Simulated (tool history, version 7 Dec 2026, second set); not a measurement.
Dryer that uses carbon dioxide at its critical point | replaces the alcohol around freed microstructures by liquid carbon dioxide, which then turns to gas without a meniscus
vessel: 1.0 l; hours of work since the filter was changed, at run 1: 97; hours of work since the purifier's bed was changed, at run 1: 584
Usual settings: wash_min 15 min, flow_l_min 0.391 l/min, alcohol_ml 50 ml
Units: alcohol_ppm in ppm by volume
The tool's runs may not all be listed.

run	hour	wash_min	flow_l_min	alcohol_ml	hours of work since the filter was changed	hours of work since the purifier's bed was changed	alcohol_ppm
1	0	15	0.391	50	97	584	252
2	41.3	15	0.391	50	122	609	256
3	96.9	15	0.391	50	156	643	274
4	120.6	15	0.391	50	171	657	262
5	151.5	15	0.391	50	189	676	290
6	186.2	15	0.391	50	211	697	295
7	232.1	15	0.391	50	239	725	303
8	272.7	15	0.391	50	263	750	303
9	318.2	15	0.391	50	291	778	338
10	341.9	15	0.391	50	306	792	329
11	375.2	15	0.391	50	326	813	352
12	417.9	15	0.391	50	352	839	362
13	456.4	15	0.391	50	376	862	364
14	493.9	15	0.391	50	398	885	368
15	525.9	15	0.391	50	418	905	392
16	549.1	15	0.391	50	432	919	407
17	592.1	15	0.391	38	458	945	315
18	620.4	15	0.391	38	476	962	327
19	673.6	15	0.391	38	508	995	346
20	726.7	15	0.391	38	540	1027	361
21	762.6	15	0.391	38	562	1049	375
22	787.4	15	0.391	50	577	1064	500
# hour 816.2: inlet filter changed
23	829.5	15	0.391	50	8	1089	239
24	859.3	15	0.391	50	26	1107	241
25	899.2	15	0.611	32	51	1132	34
26	928.2	12	0.369	34	68	1150	598
27	982.1	12	0.369	34	101	1182	609
28	1033.6	12	0.369	34	133	1214	639
29	1072.2	12	0.307	67	156	1237	2483
30	1097.3	12	0.307	67	171	1253	2536
31	1150	22	0.307	56	204	1285	184
32	1189.4	12	0.307	21	228	1309	856
# hour 1195.9: purifier's bed changed
33	1239.2	12	0.453	21	256	26	174
34	1262	12	0.453	97	270	40	810
35	1294.3	12	0.453	97	290	60	843
36	1323.1	15	0.572	52	307	78	33
37	1356.5	15	0.448	70	328	98	219
38	1385.6	15	0.448	70	346	116	227
39	1438.1	15	0.448	25	378	148	86
40	1487.4	15	0.448	25	408	178	96
41	1517.5	12	0.391	60	426	196	1197
42	1558.8	14	0.391	70	451	221	717
43	1607.4	14	0.391	34	481	251	383
44	1635.8	14	0.245	118	498	268	7238

5 ways to go on from here, each from the tool as it stands after run 44. What would each give?
A	1691.6	15	0.544	77	532	302	?
B	1691.6	17	0.245	92	532	302	?
C	1691.6	9	0.383	118	532	302	?
D	1691.6	18	0.345	118	532	302	?
E	1691.6	24	0.245	118	532	302	?

run	alcohol_ppm
A	107
B	3291
C	7181
D	763
E	1074
Without the tool's hidden state the same runs would have given:
run	alcohol_ppm
A	35
B	1910
C	4551
D	337
E	495

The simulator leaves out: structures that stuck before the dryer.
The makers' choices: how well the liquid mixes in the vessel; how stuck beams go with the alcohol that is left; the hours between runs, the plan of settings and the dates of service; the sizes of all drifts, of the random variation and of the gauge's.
